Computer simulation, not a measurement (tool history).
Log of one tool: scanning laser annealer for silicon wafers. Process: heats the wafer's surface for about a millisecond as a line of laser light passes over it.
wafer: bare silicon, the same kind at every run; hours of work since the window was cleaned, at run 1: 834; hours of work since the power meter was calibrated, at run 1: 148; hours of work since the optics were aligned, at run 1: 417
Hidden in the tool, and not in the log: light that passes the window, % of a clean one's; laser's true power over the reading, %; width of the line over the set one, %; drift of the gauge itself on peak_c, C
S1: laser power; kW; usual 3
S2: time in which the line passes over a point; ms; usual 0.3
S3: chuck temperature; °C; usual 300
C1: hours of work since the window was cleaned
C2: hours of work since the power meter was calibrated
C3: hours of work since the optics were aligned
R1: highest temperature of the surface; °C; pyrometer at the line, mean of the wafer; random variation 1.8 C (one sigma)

Run 1, hour 0: usual settings; C1 834; C2 148; C3 417. Result: R1 1073 °C.
Run 2, hour 5.9: usual settings; C1 838; C2 153; C3 421. Result: R1 1076 °C.
Run 3, hour 12.9: usual settings; C1 843; C2 158; C3 426. Result: R1 1077 °C.
Run 4, hour 18.3: usual settings; C1 847; C2 162; C3 430. Result: R1 1077 °C.
Run 5, hour 26.3: usual settings; C1 853; C2 167; C3 436. Result: R1 1076 °C.
Run 6, hour 34: usual settings but S3 318 °C; C1 858; C2 173; C3 441. Result: R1 1095 °C.
Run 7, hour 42.8: usual settings but S3 318 °C; C1 864; C2 179; C3 448. Result: R1 1095 °C.
Run 8, hour 46.8: usual settings but S3 330 °C; C1 867; C2 182; C3 450. Result: R1 1105 °C.
Run 9, hour 51.7: usual settings but S3 330 °C; C1 871; C2 185; C3 454. Result: R1 1107 °C.
Run 10, hour 58.4: usual settings but S3 330 °C; C1 876; C2 190; C3 459. Result: R1 1106 °C.
Run 11, hour 62.7: usual settings but S2 0.222 ms, S3 330 °C; C1 879; C2 193; C3 462. Result: R1 985 °C.
Run 12, hour 69.6: usual settings but S2 0.222 ms, S3 330 °C; C1 884; C2 198; C3 467. Result: R1 988 °C.

Run 13 comes next. What will it give?
Run 13, hour 73.9: usual settings but S1 2.865 kW, S2 0.288 ms, S3 296 °C; C1 887; C2 201; C3 470. Result: R1 ?.

R1: 1011 °C
Without the tool's hidden state the same run would have given R1 1011 °C.
